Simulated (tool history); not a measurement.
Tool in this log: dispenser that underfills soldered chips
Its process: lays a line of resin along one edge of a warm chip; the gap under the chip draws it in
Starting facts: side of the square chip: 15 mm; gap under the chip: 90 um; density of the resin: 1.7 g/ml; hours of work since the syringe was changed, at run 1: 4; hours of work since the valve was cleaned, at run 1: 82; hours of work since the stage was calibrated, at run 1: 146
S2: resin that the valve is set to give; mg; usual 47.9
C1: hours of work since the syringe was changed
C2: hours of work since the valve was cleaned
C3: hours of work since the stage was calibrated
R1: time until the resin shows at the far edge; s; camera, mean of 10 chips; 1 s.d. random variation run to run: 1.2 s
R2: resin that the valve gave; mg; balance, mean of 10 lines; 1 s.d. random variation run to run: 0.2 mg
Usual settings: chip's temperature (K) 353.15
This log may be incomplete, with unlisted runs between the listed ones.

{"run": 1, "hour": 0.0, "chip's temperature (K)": 353.15, "S2": 47.9, "C1": 4, "C2": 82, "C3": 146, "R1": 165.8, "R2": 45.84}
{"run": 2, "hour": 3.6, "chip's temperature (K)": 353.15, "S2": 45.3, "C1": 7, "C2": 85, "C3": 148, "R1": 211.5, "R2": 43.51}
{"hour": 5.7, "done": "new syringe of resin"}
{"run": 3, "hour": 8.7, "chip's temperature (K)": 350.15, "S2": 47.9, "C1": 2, "C2": 89, "C3": 152, "R1": 151.8, "R2": 45.61}
{"run": 4, "hour": 11.3, "chip's temperature (K)": 350.15, "S2": 47.9, "C1": 4, "C2": 91, "C3": 154, "R1": 177.9, "R2": 45.7}
{"run": 5, "hour": 15.4, "chip's temperature (K)": 359.15, "S2": 47.9, "C1": 7, "C2": 94, "C3": 157, "R1": 176.1, "R2": 45.52}
{"hour": 17.4, "done": "new syringe of resin"}
{"run": 6, "hour": 20.7, "chip's temperature (K)": 359.15, "S2": 47.9, "C1": 2, "C2": 97, "C3": 161, "R1": 118.2, "R2": 45.56}
{"run": 7, "hour": 25.9, "chip's temperature (K)": 359.15, "S2": 47.9, "C1": 6, "C2": 101, "C3": 164, "R1": 165.2, "R2": 45.35}
{"hour": 29.1, "done": "new syringe of resin"}
{"run": 8, "hour": 30.5, "chip's temperature (K)": 359.15, "S2": 47.9, "C1": 1, "C2": 105, "C3": 168, "R1": 106.3, "R2": 45.35}
{"run": 9, "hour": 33.7, "chip's temperature (K)": 359.15, "S2": 47.9, "C1": 3, "C2": 107, "C3": 170, "R1": 130, "R2": 45.25}
{"run": 10, "hour": 38.1, "chip's temperature (K)": 359.15, "S2": 47.9, "C1": 7, "C2": 110, "C3": 173, "R1": 167.4, "R2": 45.22}
{"hour": 40.6, "done": "new syringe of resin"}
{"run": 11, "hour": 42.0, "chip's temperature (K)": 359.15, "S2": 47.9, "C1": 1, "C2": 113, "C3": 176, "R1": 104.3, "R2": 45.04}
{"run": 12, "hour": 45.1, "chip's temperature (K)": 359.15, "S2": 47.9, "C1": 3, "C2": 115, "C3": 178, "R1": 129.1, "R2": 45.17}
{"run": 13, "hour": 49.9, "chip's temperature (K)": 353.15, "S2": 56.1, "C1": 7, "C2": 119, "C3": 182, "R1": 195.7, "R2": 53.08}
{"hour": 51.9, "done": "new syringe of resin"}
{"run": 14, "hour": 55.1, "chip's temperature (K)": 358.15, "S2": 59.2, "C1": 2, "C2": 123, "C3": 186, "R1": 116.6, "R2": 55.77}
{"run": 15, "hour": 57.6, "chip's temperature (K)": 339.15, "S2": 55.4, "C1": 4, "C2": 124, "C3": 187, "R1": 236.3, "R2": 52.08}
{"run": 16, "hour": 61.2, "chip's temperature (K)": 339.15, "S2": 55.4, "C1": 7, "C2": 127, "C3": 190, "R1": 305.8, "R2": 52.21}
{"hour": 63.5, "done": "new syringe of resin"}
{"run": 17, "hour": 66.7, "chip's temperature (K)": 351.15, "S2": 55, "C1": 2, "C2": 131, "C3": 194, "R1": 145.5, "R2": 51.5}
{"run": 18, "hour": 72.0, "chip's temperature (K)": 343.15, "S2": 60.8, "C1": 6, "C2": 135, "C3": 198, "R1": 255.8, "R2": 56.69}
{"hour": 75.1, "done": "new syringe of resin"}
{"run": 19, "hour": 75.7, "chip's temperature (K)": 343.15, "S2": 55.4, "C1": 0, "C2": 138, "C3": 201, "R1": 160.8, "R2": 51.4}
{"run": 20, "hour": 78.4, "chip's temperature (K)": 363.15, "S2": 59.9, "C1": 2, "C2": 140, "C3": 203, "R1": 103.6, "R2": 55.6}
{"run": 21, "hour": 83.4, "chip's temperature (K)": 347.15, "S2": 57.4, "C1": 6, "C2": 143, "C3": 206, "R1": 221, "R2": 53.25}
{"hour": 86.7, "done": "new syringe of resin"}
{"hour": 88.0, "done": "dispensing valve cleaned and set on the balance"}
{"run": 22, "hour": 90.2, "chip's temperature (K)": 368.15, "S2": 56.4, "C1": 2, "C2": 2, "C3": 211, "R1": 87.6, "R2": 56.83}

Hidden state or all else? Some run-to-run changes of R1, split into what the settings, what came in and random variation would give without the hidden state, and what is left for the hidden state (with any gauge scatter that isn't in both results):
What the log doesn't record here: resin's viscosity, % of fresh resin's; dose that the valve gives, % of what is set; true chip temperature over the reading, C; drift of the gauge itself on fill_s, %; drift of the gauge itself on given_mg, %.
Run 16 -> 17: chip's temperature (K) 339.15 -> 351.15, S2 55.4 -> 55, new syringe of resin. R1 -160.3 s: hidden state -105, all else -55.3.
Run 18 -> 19: S2 60.8 -> 55.4, new syringe of resin. R1 -95 s: hidden state -97.4, all else +2.4.
Run 21 -> 22: chip's temperature (K) 347.15 -> 368.15, S2 57.4 -> 56.4, new syringe of resin, dispensing valve cleaned and set on the balance. R1 -133.4 s: hidden state -77.6, all else -55.8.
